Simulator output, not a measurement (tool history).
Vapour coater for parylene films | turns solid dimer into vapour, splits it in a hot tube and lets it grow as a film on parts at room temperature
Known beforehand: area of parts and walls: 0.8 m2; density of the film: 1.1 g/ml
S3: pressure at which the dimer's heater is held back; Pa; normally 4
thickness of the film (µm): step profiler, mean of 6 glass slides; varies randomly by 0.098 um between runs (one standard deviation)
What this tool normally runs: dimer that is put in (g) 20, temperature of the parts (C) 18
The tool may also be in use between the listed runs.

Run 1, day 0: usual settings. Result: thickness of the film (µm) 11.75.
Run 2, day 1.283: usual settings but S3 7.18 Pa. Result: thickness of the film (µm) 10.6.
Run 3, day 2.104: usual settings but S3 7.18 Pa. Result: thickness of the film (µm) 10.59.
Run 4, day 3.267: usual settings but dimer that is put in (g) 14. Result: thickness of the film (µm) 8.09.
Run 5, day 4.421: usual settings but S3 9.59 Pa. Result: thickness of the film (µm) 9.81.
Run 6, day 5.571: usual settings but S3 9.59 Pa. Result: thickness of the film (µm) 9.8.
Run 7, day 6.558: usual settings but dimer that is put in (g) 21. Result: thickness of the film (µm) 12.08.
Run 8, day 7.704: usual settings but dimer that is put in (g) 21. Result: thickness of the film (µm) 11.93.
Run 9, day 8.504: usual settings but dimer that is put in (g) 21, temperature of the parts (C) 15. Result: thickness of the film (µm) 12.65.
Run 10, day 9.138: usual settings but dimer that is put in (g) 21, temperature of the parts (C) 15. Result: thickness of the film (µm) 12.9.
Run 11, day 9.883: usual settings but dimer that is put in (g) 21, temperature of the parts (C) 15. Result: thickness of the film (µm) 12.8.
Run 12, day 11.05: usual settings but dimer that is put in (g) 14, temperature of the parts (C) 15. Result: thickness of the film (µm) 8.46.
Run 13, day 11.679: usual settings but dimer that is put in (g) 14, temperature of the parts (C) 15. Result: thickness of the film (µm) 8.37.
Run 14, day 12.479: usual settings but dimer that is put in (g) 14, temperature of the parts (C) 15. Result: thickness of the film (µm) 8.44.
Run 15, day 13.467: usual settings but S3 2.39 Pa. Result: thickness of the film (µm) 12.29.
Run 16, day 14.025: usual settings but S3 2.39 Pa. Result: thickness of the film (µm) 12.01.
Run 17, day 14.738: usual settings but S3 2.39 Pa. Result: thickness of the film (µm) 12.06.
Run 18, day 15.621: usual settings. Result: thickness of the film (µm) 11.05.
Run 19, day 16.488: usual settings. Result: thickness of the film (µm) 11.03.
Run 20, day 17.204: usual settings but temperature of the parts (C) 14. Result: thickness of the film (µm) 12.05.
At day 17.438: trap's valve overhauled.
Run 21, day 18.438: usual settings but temperature of the parts (C) 14. Result: thickness of the film (µm) 11.25.
Run 22, day 19.004: usual settings but temperature of the parts (C) 14. Result: thickness of the film (µm) 11.26.
Run 23, day 19.854: usual settings but temperature of the parts (C) 14. Result: thickness of the film (µm) 11.26.
Run 24, day 20.408: usual settings but temperature of the parts (C) 14. Result: thickness of the film (µm) 11.16.
Run 25, day 21.654: usual settings but temperature of the parts (C) 14. Result: thickness of the film (µm) 11.08.
At day 22.417: trap's valve overhauled, once more.
Run 26, day 22.421: usual settings but dimer that is put in (g) 18, S3 2.28 Pa. Result: thickness of the film (µm) 12.08.
Run 27, day 22.988: usual settings but dimer that is put in (g) 18, S3 2.28 Pa. Result: thickness of the film (µm) 11.95.
Run 28, day 23.646: usual settings but dimer that is put in (g) 24, S3 5.51 Pa. Result: thickness of the film (µm) 13.73.
Run 29, day 24.408: usual settings but dimer that is put in (g) 24, S3 5.51 Pa. Result: thickness of the film (µm) 13.56.
Run 30, day 25.492: usual settings but dimer that is put in (g) 24, S3 5.51 Pa. Result: thickness of the film (µm) 13.47.
Run 31, day 26.538: usual settings but temperature of the parts (C) 15. Result: thickness of the film (µm) 13.11.
Run 32, day 27.533: usual settings but temperature of the parts (C) 15. Result: thickness of the film (µm) 12.8.
Run 33, day 28.562: usual settings but temperature of the parts (C) 15. Result: thickness of the film (µm) 12.99.
Run 34, day 29.646: usual settings but temperature of the parts (C) 15. Result: thickness of the film (µm) 12.68.
Run 35, day 30.762: usual settings but temperature of the parts (C) 15, S3 11.94 Pa. Result: thickness of the film (µm) 10.53.
Run 36, day 31.712: usual settings but dimer that is put in (g) 9, temperature of the parts (C) 10. Result: thickness of the film (µm) 6.47.
Run 37, day 32.592: usual settings but dimer that is put in (g) 36, temperature of the parts (C) 17, S3 10.5 Pa. Result: thickness of the film (µm) 18.57.
Run 38, day 33.754: usual settings but dimer that is put in (g) 21, S3 3.74 Pa. Result: thickness of the film (µm) 12.39.
Run 39, day 34.958: usual settings but temperature of the parts (C) 11, S3 6.02 Pa. Result: thickness of the film (µm) 12.9.
Run 40, day 35.525: usual settings but dimer that is put in (g) 11, temperature of the parts (C) 11, S3 8.35 Pa. Result: thickness of the film (µm) 6.74.
Run 41, day 36.088: usual settings but dimer that is put in (g) 11, temperature of the parts (C) 11, S3 8.35 Pa. Result: thickness of the film (µm) 6.72.
Run 42, day 36.738: usual settings but dimer that is put in (g) 11, temperature of the parts (C) 11, S3 8.35 Pa. Result: thickness of the film (µm) 6.55.
Run 43, day 37.633: usual settings but dimer that is put in (g) 11, temperature of the parts (C) 11, S3 8.35 Pa. Result: thickness of the film (µm) 6.67.
Run 44, day 38.554: usual settings but dimer that is put in (g) 17, temperature of the parts (C) 29, S3 9.56 Pa. Result: thickness of the film (µm) 6.37.
Run 45, day 39.575: usual settings but dimer that is put in (g) 22, temperature of the parts (C) 19, S3 10.46 Pa. Result: thickness of the film (µm) 10.41.
Run 46, day 40.479: usual settings but dimer that is put in (g) 21, temperature of the parts (C) 11, S3 10.46 Pa. Result: thickness of the film (µm) 12.06.
Run 47, day 41.196: usual settings but dimer that is put in (g) 14, temperature of the parts (C) 14, S3 6.99 Pa. Result: thickness of the film (µm) 8.01.

Below are 3 alternative next runs, each starting from the tool's condition after run 47. Predict each:
Run A, day 42.325: usual settings but dimer that is put in (g) 14, temperature of the parts (C) 23, S3 4.31 Pa. Result: thickness of the film (µm) ?.
Run B, day 42.325: usual settings but dimer that is put in (g) 25, temperature of the parts (C) 29, S3 9.6 Pa. Result: thickness of the film (µm) ?.
Run C, day 42.325: usual settings but dimer that is put in (g) 14, temperature of the parts (C) 19, S3 2.18 Pa. Result: thickness of the film (µm) ?.

run  thickness of the film (µm)
  A                        6.94
  B                        9.19
  C                        8.41
Stripped of hidden state, with their random variation kept, the same runs would have yielded:
run  thickness of the film (µm)
  A                        7.39
  B                        9.78
  C                        8.96

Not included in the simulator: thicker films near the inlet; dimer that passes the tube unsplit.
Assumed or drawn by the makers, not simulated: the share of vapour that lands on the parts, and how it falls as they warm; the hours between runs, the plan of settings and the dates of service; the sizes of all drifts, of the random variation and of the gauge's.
